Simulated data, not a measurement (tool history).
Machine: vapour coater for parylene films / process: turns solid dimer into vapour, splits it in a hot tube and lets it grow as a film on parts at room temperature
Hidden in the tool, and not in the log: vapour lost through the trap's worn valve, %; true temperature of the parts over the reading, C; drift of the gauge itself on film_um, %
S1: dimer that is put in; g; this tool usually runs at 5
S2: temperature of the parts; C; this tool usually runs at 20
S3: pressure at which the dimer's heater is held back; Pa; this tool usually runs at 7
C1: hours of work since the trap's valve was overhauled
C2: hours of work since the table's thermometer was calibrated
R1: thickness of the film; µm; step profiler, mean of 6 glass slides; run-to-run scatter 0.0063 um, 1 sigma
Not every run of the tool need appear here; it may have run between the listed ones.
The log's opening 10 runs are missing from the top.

run,hour,S1,S2,S3,C1,C2,R1
11,586.6,5,20,7,164,936,0.925
12,660,5,20,7,229,1001,0.93
# hour 677.1: trap's valve overhauled
13,711.7,5,20,7,31,1044,0.926
14,750.4,5,20,7,65,1078,0.924
15,818.3,5,20,7,125,1138,0.925
16,877.7,5,20,7,178,1191,0.935
# hour 927.4: table's thermometer calibrated
# hour 951.9: trap's valve overhauled
17,954,5,20,7,2,20,0.934
18,1012.8,5,20,7,54,72,0.929
19,1071,5,20,7,106,124,0.929
20,1113.4,5,20,7,143,162,0.932
21,1155.1,3,20,3.08,180,198,0.595
# hour 1226.5: trap's valve overhauled
22,1226.5,5,18,5.31,0,258,0.994
23,1304.2,4,20,9.23,69,327,0.735
24,1351,6,12,2.26,111,369,1.469
25,1422,6,12,2.26,174,432,1.453
26,1476.7,2,29,2.95,222,480,0.302
# hour 1499.7: trap's valve overhauled
27,1531.8,3,29,6.26,28,526,0.438
28,1576.7,3,29,6.26,68,565,0.439
29,1647.1,5,20,8.81,131,628,0.902
30,1686.5,3,14,2.73,166,663,0.683
31,1739.7,4,20,4.38,213,710,0.763

Run 32 has not been measured yet. What should we expect?
# hour 1777: trap's valve overhauled
32,1798.2,3,20,4.38,19,758,?

Run 32 yielded R1 0.586 µm.
With no hidden state in the tool, this same run would have given R1 0.586 µm.
